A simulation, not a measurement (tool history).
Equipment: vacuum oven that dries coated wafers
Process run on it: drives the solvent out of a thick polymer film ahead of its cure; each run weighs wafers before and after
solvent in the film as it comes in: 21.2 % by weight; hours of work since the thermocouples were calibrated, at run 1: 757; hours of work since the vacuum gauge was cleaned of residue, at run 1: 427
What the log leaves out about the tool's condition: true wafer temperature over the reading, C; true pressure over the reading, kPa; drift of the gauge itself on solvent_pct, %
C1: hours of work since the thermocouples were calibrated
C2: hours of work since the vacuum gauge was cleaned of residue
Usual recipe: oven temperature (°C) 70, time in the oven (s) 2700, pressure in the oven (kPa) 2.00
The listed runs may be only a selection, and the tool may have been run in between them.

Run 1, hour 0.0: usual settings; C1 757; C2 427. Result: solvent left in the film (%) 3.35.
Run 2, hour 46.7: usual settings; C1 790; C2 460. Result: solvent left in the film (%) 3.68.
Run 3, hour 107.1: usual settings; C1 831; C2 501. Result: solvent left in the film (%) 3.47.
Run 4, hour 138.4: usual settings but oven temperature (°C) 76; C1 853; C2 523. Result: solvent left in the film (%) 2.32.
Run 5, hour 202.0: usual settings but oven temperature (°C) 83; C1 897; C2 567. Result: solvent left in the film (%) 1.64.
Run 6, hour 255.4: usual settings but oven temperature (°C) 83, pressure in the oven (kPa) 1.64; C1 934; C2 604. Result: solvent left in the film (%) 1.38.
Run 7, hour 311.4: usual settings but oven temperature (°C) 83, pressure in the oven (kPa) 5.53; C1 973; C2 643. Result: solvent left in the film (%) 4.52.
At hour 323.3: oven's thermocouples calibrated.
Run 8, hour 355.1: usual settings; C1 22; C2 672. Result: solvent left in the film (%) 3.19.
Run 9, hour 405.5: usual settings but time in the oven (s) 3780; C1 57; C2 706. Result: solvent left in the film (%) 2.85.
Run 10, hour 443.6: usual settings but time in the oven (s) 3780; C1 83; C2 733. Result: solvent left in the film (%) 2.80.
Run 11, hour 509.5: usual settings but time in the oven (s) 3780; C1 129; C2 778. Result: solvent left in the film (%) 2.88.
Run 12, hour 554.7: usual settings but time in the oven (s) 3780, pressure in the oven (kPa) 1.32; C1 160; C2 810. Result: solvent left in the film (%) 1.97.
Run 13, hour 593.5: usual settings but time in the oven (s) 3780, pressure in the oven (kPa) 1.32; C1 187; C2 837. Result: solvent left in the film (%) 1.92.
Run 14, hour 628.9: usual settings but time in the oven (s) 3780, pressure in the oven (kPa) 1.32; C1 211; C2 861. Result: solvent left in the film (%) 2.06.
Run 15, hour 675.6: usual settings but time in the oven (s) 3780, pressure in the oven (kPa) 1.32; C1 244; C2 893. Result: solvent left in the film (%) 1.96.
Run 16, hour 725.8: usual settings but time in the oven (s) 3780, pressure in the oven (kPa) 1.32; C1 279; C2 928. Result: solvent left in the film (%) 1.99.
Run 17, hour 796.0: usual settings but time in the oven (s) 3780, pressure in the oven (kPa) 1.32; C1 327; C2 977. Result: solvent left in the film (%) 2.03.
Run 18, hour 848.6: usual settings but time in the oven (s) 3780, pressure in the oven (kPa) 1.32; C1 363; C2 1013. Result: solvent left in the film (%) 2.08.
Run 19, hour 882.5: usual settings but time in the oven (s) 3780, pressure in the oven (kPa) 1.32; C1 387; C2 1037. Result: solvent left in the film (%) 2.03.
Run 20, hour 941.1: usual settings but time in the oven (s) 3780, pressure in the oven (kPa) 5.34; C1 427; C2 1077. Result: solvent left in the film (%) 7.42.
Run 21, hour 996.6: usual settings but time in the oven (s) 3780, pressure in the oven (kPa) 5.34; C1 466; C2 1115. Result: solvent left in the film (%) 7.31.
Run 22, hour 1066.2: usual settings but time in the oven (s) 3780, pressure in the oven (kPa) 5.34; C1 514; C2 1164. Result: solvent left in the film (%) 7.31.
Run 23, hour 1103.1: usual settings but time in the oven (s) 3780, pressure in the oven (kPa) 5.34; C1 540; C2 1189. Result: solvent left in the film (%) 7.42.
Run 24, hour 1132.1: usual settings but oven temperature (°C) 57, time in the oven (s) 2040, pressure in the oven (kPa) 1.85; C1 560; C2 1209. Result: solvent left in the film (%) 10.64.
Run 25, hour 1195.5: usual settings but oven temperature (°C) 57, time in the oven (s) 2040, pressure in the oven (kPa) 1.85; C1 603; C2 1253. Result: solvent left in the film (%) 10.68.
Run 26, hour 1235.1: usual settings but oven temperature (°C) 63, time in the oven (s) 2040, pressure in the oven (kPa) 1.99; C1 631; C2 1280. Result: solvent left in the film (%) 7.85.
Run 27, hour 1271.3: usual settings but time in the oven (s) 3240; C1 656; C2 1305. Result: solvent left in the film (%) 3.33.
Run 28, hour 1326.8: usual settings but time in the oven (s) 3240; C1 694; C2 1344. Result: solvent left in the film (%) 3.35.
Run 29, hour 1371.4: usual settings but oven temperature (°C) 71, time in the oven (s) 2460, pressure in the oven (kPa) 6.76; C1 725; C2 1375. Result: solvent left in the film (%) 9.58.
Run 30, hour 1412.7: usual settings but oven temperature (°C) 60, pressure in the oven (kPa) 5.33; C1 754; C2 1403. Result: solvent left in the film (%) 13.74.
Run 31, hour 1456.3: usual settings but time in the oven (s) 2640; C1 784; C2 1433. Result: solvent left in the film (%) 3.76.
Run 32, hour 1507.1: usual settings but time in the oven (s) 2640; C1 819; C2 1469. Result: solvent left in the film (%) 3.80.
Run 33, hour 1539.8: usual settings but oven temperature (°C) 57; C1 842; C2 1491. Result: solvent left in the film (%) 10.13.
Run 34, hour 1581.6: usual settings but oven temperature (°C) 63, time in the oven (s) 1860, pressure in the oven (kPa) 1.73; C1 871; C2 1520. Result: solvent left in the film (%) 8.13.
Run 35, hour 1645.0: usual settings but oven temperature (°C) 63, time in the oven (s) 1860, pressure in the oven (kPa) 1.73; C1 915; C2 1564. Result: solvent left in the film (%) 8.15.
Run 36, hour 1706.0: usual settings but oven temperature (°C) 75, time in the oven (s) 3960; C1 957; C2 1606. Result: solvent left in the film (%) 2.57.
At hour 1737.7: oven's thermocouples calibrated.
Run 37, hour 1756.0: usual settings but oven temperature (°C) 60, pressure in the oven (kPa) 1.07; C1 13; C2 1639. Result: solvent left in the film (%) 5.99.
Run 38, hour 1802.9: usual settings but oven temperature (°C) 60, pressure in the oven (kPa) 1.07; C1 45; C2 1672. Result: solvent left in the film (%) 5.98.
Run 39, hour 1852.1: usual settings but oven temperature (°C) 69, pressure in the oven (kPa) 1.06; C1 79; C2 1706. Result: solvent left in the film (%) 2.41.
Run 40, hour 1903.6: usual settings but oven temperature (°C) 69, pressure in the oven (kPa) 1.06; C1 115; C2 1742. Result: solvent left in the film (%) 2.46.
Run 41, hour 1971.1: usual settings but time in the oven (s) 2880, pressure in the oven (kPa) 1.16; C1 161; C2 1788. Result: solvent left in the film (%) 2.21.
Run 42, hour 2021.3: usual settings; C1 196; C2 1823. Result: solvent left in the film (%) 3.44.
Run 43, hour 2067.5: usual settings but time in the oven (s) 2340, pressure in the oven (kPa) 7.14; C1 228; C2 1855. Result: solvent left in the film (%) 10.17.
Run 44, hour 2107.5: usual settings but time in the oven (s) 2340, pressure in the oven (kPa) 7.14; C1 256; C2 1883. Result: solvent left in the film (%) 10.07.
Run 45, hour 2142.6: usual settings but time in the oven (s) 3720, pressure in the oven (kPa) 4.41; C1 280; C2 1907. Result: solvent left in the film (%) 6.13.
Run 46, hour 2199.4: usual settings but oven temperature (°C) 66, time in the oven (s) 4380, pressure in the oven (kPa) 3.96; C1 319; C2 1946. Result: solvent left in the film (%) 6.81.

Had the tool no unlogged condition, and each run kept its random variation, what would the results have been?
run  solvent left in the film (%)
  1                          2.96
  2                          3.26
  3                          3.02
  4                          2.08
  5                          1.49
  6                          1.24
  7                          4.17
  8                          3.07
  9                          2.72
 10                          2.66
 11                          2.72
 12                          1.80
 13                          1.74
 14                          1.87
 15                          1.76
 16                          1.78
 17                          1.79
 18                          1.83
 19                          1.78
 20                          6.98
 21                          6.84
 22                          6.80
 23                          6.89
 24                          9.85
 25                          9.84
 26                          6.98
 27                          2.87
 28                          2.86
 29                          8.74
 30                         12.55
 31                          3.13
 32                          3.13
 33                          8.91
 34                          6.99
 35                          6.97
 36                          2.17
 37                          5.67
 38                          5.62
 39                          2.12
 40                          2.14
 41                          1.88
 42                          3.07
 43                          9.69
 44                          9.56
 45                          5.70
 46                          6.26
